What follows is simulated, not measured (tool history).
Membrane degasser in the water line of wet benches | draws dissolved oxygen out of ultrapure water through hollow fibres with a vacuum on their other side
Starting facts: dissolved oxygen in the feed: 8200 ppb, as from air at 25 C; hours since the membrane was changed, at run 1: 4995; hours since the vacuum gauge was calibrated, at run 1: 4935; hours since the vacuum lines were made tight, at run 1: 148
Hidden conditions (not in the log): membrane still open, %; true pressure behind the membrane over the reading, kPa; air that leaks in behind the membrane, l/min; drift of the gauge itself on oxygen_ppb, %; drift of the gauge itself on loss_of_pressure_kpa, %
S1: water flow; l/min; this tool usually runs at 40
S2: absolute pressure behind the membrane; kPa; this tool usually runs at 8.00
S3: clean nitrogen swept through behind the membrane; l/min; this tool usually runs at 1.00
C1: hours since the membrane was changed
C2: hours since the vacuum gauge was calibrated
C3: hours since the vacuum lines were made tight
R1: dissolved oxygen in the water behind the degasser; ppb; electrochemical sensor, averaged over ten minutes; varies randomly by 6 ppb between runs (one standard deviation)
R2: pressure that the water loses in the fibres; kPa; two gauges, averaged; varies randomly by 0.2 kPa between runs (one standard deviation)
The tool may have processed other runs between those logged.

run 1 day=0.000 | S1=40 S2=8.00 S3=1.00 | C1=4995 C2=4935 C3=148 | R1=648.0 R2=46.99
run 2 day=8.904 | S1=40 S2=8.00 S3=1.00 | C1=5208 C2=5148 C3=362 | R1=637.6 R2=47.06
run 3 day=17.067 | S1=40 S2=8.00 S3=1.00 | C1=5404 C2=5344 C3=558 | R1=632.5 R2=46.57
run 4 day=23.892 | S1=40 S2=8.48 S3=1.00 | C1=5568 C2=5508 C3=721 | R1=666.2 R2=46.91
run 5 day=31.538 | S1=40 S2=8.48 S3=2.80 | C1=5752 C2=5692 C3=905 | R1=448.0 R2=47.00
run 6 day=38.500 | S1=40 S2=8.48 S3=2.80 | C1=5919 C2=5859 C3=1072 | R1=450.3 R2=47.17
run 7 day=44.129 | S1=40 S2=8.00 S3=1.00 | C1=6054 C2=5994 C3=1207 | R1=646.5 R2=47.41
run 8 day=51.825 | S1=64 S2=8.00 S3=1.00 | C1=6238 C2=6178 C3=1392 | R1=1252.1 R2=75.25
run 9 day=61.017 | S1=40 S2=8.00 S3=1.60 | C1=6459 C2=6399 C3=1612 | R1=526.2 R2=47.31
run 10 day=68.946 | S1=40 S2=8.00 S3=1.60 | C1=6649 C2=6589 C3=1803 | R1=527.7 R2=47.13
run 11 day=73.692 | S1=40 S2=8.00 S3=1.60 | C1=6763 C2=6703 C3=1917 | R1=534.2 R2=47.28
run 12 day=78.875 | S1=40 S2=18.23 S3=1.00 | C1=6888 C2=6828 C3=2041 | R1=1324.7 R2=47.18
run 13 day=87.212 | S1=40 S2=18.23 S3=1.00 | C1=7088 C2=7028 C3=2241 | R1=1325.5 R2=47.08
run 14 day=93.367 | S1=40 S2=18.23 S3=1.00 | C1=7235 C2=7176 C3=2389 | R1=1315.1 R2=47.45
run 15 day=98.442 | S1=34 S2=8.00 S3=1.00 | C1=7357 C2=7297 C3=2511 | R1=513.4 R2=40.36
run 16 day=105.288 | S1=34 S2=8.00 S3=1.00 | C1=7522 C2=7462 C3=2675 | R1=511.1 R2=40.47
-- day=106.088 vacuum gauge calibrated
run 17 day=109.292 | S1=34 S2=8.00 S3=1.00 | C1=7617 C2=77 C3=2770 | R1=498.3 R2=40.30
run 18 day=114.983 | S1=35 S2=8.00 S3=2.38 | C1=7754 C2=213 C3=2907 | R1=353.9 R2=41.95
run 19 day=124.158 | S1=35 S2=8.00 S3=2.38 | C1=7974 C2=434 C3=3127 | R1=358.5 R2=41.44
run 20 day=130.296 | S1=35 S2=8.00 S3=2.38 | C1=8121 C2=581 C3=3275 | R1=354.2 R2=41.81
run 21 day=139.646 | S1=27 S2=6.79 S3=1.08 | C1=8346 C2=805 C3=3499 | R1=274.2 R2=31.95
run 22 day=147.021 | S1=27 S2=13.40 S3=0.71 | C1=8523 C2=982 C3=3676 | R1=816.6 R2=32.35
run 23 day=153.838 | S1=26 S2=13.57 S3=0.64 | C1=8686 C2=1146 C3=3840 | R1=849.7 R2=30.87
run 24 day=159.100 | S1=26 S2=13.57 S3=0.64 | C1=8813 C2=1272 C3=3966 | R1=854.4 R2=31.05
run 25 day=166.504 | S1=26 S2=13.57 S3=0.64 | C1=8990 C2=1450 C3=4144 | R1=851.4 R2=31.17
run 26 day=171.912 | S1=33 S2=5.25 S3=0.52 | C1=9120 C2=1580 C3=4273 | R1=400.9 R2=39.23
run 27 day=176.896 | S1=51 S2=8.00 S3=0.49 | C1=9240 C2=1699 C3=4393 | R1=1162.8 R2=61.23
run 28 day=183.692 | S1=51 S2=8.00 S3=0.49 | C1=9403 C2=1863 C3=4556 | R1=1180.9 R2=61.34
run 29 day=191.029 | S1=51 S2=8.00 S3=0.49 | C1=9579 C2=2039 C3=4732 | R1=1192.0 R2=61.35
run 30 day=200.008 | S1=51 S2=8.00 S3=0.49 | C1=9794 C2=2254 C3=4948 | R1=1200.3 R2=61.49
run 31 day=206.908 | S1=51 S2=8.00 S3=0.49 | C1=9960 C2=2420 C3=5113 | R1=1193.2 R2=61.59
run 32 day=210.929 | S1=51 S2=8.00 S3=0.49 | C1=10056 C2=2516 C3=5210 | R1=1184.2 R2=61.38

Predict each of these 4 candidate next runs independently; none follows another, all start after run 32:
run A day=215.371 | S1=51 S2=8.00 S3=0.82 | C1=10163 C2=2623 C3=5316 | R1=? R2=?
run B day=215.371 | S1=64 S2=14.11 S3=1.13 | C1=10163 C2=2623 C3=5316 | R1=? R2=?
run C day=215.371 | S1=35 S2=6.06 S3=0.49 | C1=10163 C2=2623 C3=5316 | R1=? R2=?
run D day=215.371 | S1=40 S2=8.00 S3=1.03 | C1=10163 C2=2623 C3=5316 | R1=? R2=?

run=A R1=1032.8 R2=61.46
run=B R1=1732.2 R2=77.33
run=C R1=555.5 R2=41.87
run=D R1=648.9 R2=48.37
With the hidden condition removed and each run's random variation left untouched, the same runs would have given:
run=A R1=947.3 R2=57.76
run=B R1=1634.8 R2=72.68
run=C R1=507.3 R2=39.34
run=D R1=590.5 R2=45.47
